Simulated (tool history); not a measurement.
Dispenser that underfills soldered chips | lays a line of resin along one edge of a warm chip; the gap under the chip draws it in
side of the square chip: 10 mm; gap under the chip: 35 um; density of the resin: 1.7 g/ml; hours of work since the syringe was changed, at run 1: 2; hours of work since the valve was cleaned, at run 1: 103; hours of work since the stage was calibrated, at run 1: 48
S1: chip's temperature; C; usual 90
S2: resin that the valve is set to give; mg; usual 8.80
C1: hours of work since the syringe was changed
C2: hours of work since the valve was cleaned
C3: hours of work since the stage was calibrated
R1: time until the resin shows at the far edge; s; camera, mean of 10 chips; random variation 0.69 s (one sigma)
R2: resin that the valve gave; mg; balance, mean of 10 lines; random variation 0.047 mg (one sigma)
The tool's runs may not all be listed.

run 1 hour=0.0 | S1=90 S2=8.80 | C1=2 C2=103 C3=48 | R1=76.0 R2=8.06
run 2 hour=3.2 | S1=90 S2=8.80 | C1=5 C2=105 C3=50 | R1=88.1 R2=7.97
-- hour=4.8 new syringe of resin
run 3 hour=6.4 | S1=90 S2=8.80 | C1=1 C2=107 C3=52 | R1=69.2 R2=8.16
run 4 hour=10.1 | S1=90 S2=8.80 | C1=3 C2=109 C3=55 | R1=81.6 R2=8.09
-- hour=13.3 new syringe of resin
run 5 hour=17.3 | S1=90 S2=8.80 | C1=3 C2=114 C3=59 | R1=76.5 R2=8.07
-- hour=22.3 new syringe of resin
run 6 hour=24.1 | S1=90 S2=8.80 | C1=1 C2=118 C3=63 | R1=69.4 R2=7.99
run 7 hour=28.0 | S1=90 S2=8.80 | C1=4 C2=120 C3=66 | R1=84.1 R2=7.96
-- hour=30.8 new syringe of resin
run 8 hour=33.9 | S1=90 S2=8.80 | C1=2 C2=124 C3=69 | R1=75.2 R2=8.01
run 9 hour=38.6 | S1=100 S2=8.80 | C1=5 C2=127 C3=72 | R1=68.3 R2=7.93
-- hour=39.4 new syringe of resin
-- hour=43.4 dispensing valve cleaned and set on the balance
run 10 hour=46.5 | S1=100 S2=8.89 | C1=4 C2=2 C3=77 | R1=59.0 R2=8.90
-- hour=49.0 new syringe of resin
run 11 hour=53.3 | S1=80 S2=10.13 | C1=3 C2=6 C3=81 | R1=107.5 R2=10.10
run 12 hour=57.0 | S1=91 S2=9.19 | C1=5 C2=9 C3=83 | R1=89.8 R2=9.23
-- hour=57.8 new syringe of resin
run 13 hour=60.8 | S1=103 S2=8.94 | C1=2 C2=11 C3=85 | R1=48.2 R2=8.84
run 14 hour=65.0 | S1=91 S2=8.86 | C1=5 C2=13 C3=88 | R1=86.6 R2=8.83
-- hour=66.5 new syringe of resin
run 15 hour=69.1 | S1=83 S2=8.80 | C1=2 C2=16 C3=91 | R1=89.3 R2=8.66
-- hour=75.4 new syringe of resin
run 16 hour=75.8 | S1=75 S2=7.78 | C1=0 C2=20 C3=95 | R1=112.9 R2=7.64
run 17 hour=80.6 | S1=75 S2=7.78 | C1=3 C2=23 C3=98 | R1=141.0 R2=7.62
-- hour=84.1 new syringe of resin
run 18 hour=87.1 | S1=101 S2=7.78 | C1=2 C2=27 C3=102 | R1=53.2 R2=7.61
run 19 hour=90.8 | S1=101 S2=7.78 | C1=4 C2=29 C3=104 | R1=63.8 R2=7.57
-- hour=92.7 new syringe of resin
run 20 hour=97.2 | S1=98 S2=8.50 | C1=3 C2=33 C3=108 | R1=60.3 R2=8.34

Forecast each of these 4 alternatives for the next run:
-- hour=101.5 new syringe of resin
run A hour=102.5 | S1=102 S2=8.80 | C1=1 C2=37 C3=111 | R1=? R2=?
-- hour=101.5 new syringe of resin
run B hour=102.5 | S1=98 S2=8.43 | C1=1 C2=37 C3=111 | R1=? R2=?
-- hour=101.5 new syringe of resin
run C hour=102.5 | S1=96 S2=8.50 | C1=1 C2=37 C3=111 | R1=? R2=?
-- hour=101.5 new syringe of resin
run D hour=102.5 | S1=83 S2=8.97 | C1=1 C2=37 C3=111 | R1=? R2=?

run=A R1=47.5 R2=8.56
run=B R1=52.3 R2=8.19
run=C R1=56.5 R2=8.22
run=D R1=85.6 R2=8.79
Without the tool's hidden state the same runs would have given:
run=A R1=43.3 R2=8.78
run=B R1=47.6 R2=8.40
run=C R1=51.4 R2=8.43
run=D R1=77.7 R2=9.02

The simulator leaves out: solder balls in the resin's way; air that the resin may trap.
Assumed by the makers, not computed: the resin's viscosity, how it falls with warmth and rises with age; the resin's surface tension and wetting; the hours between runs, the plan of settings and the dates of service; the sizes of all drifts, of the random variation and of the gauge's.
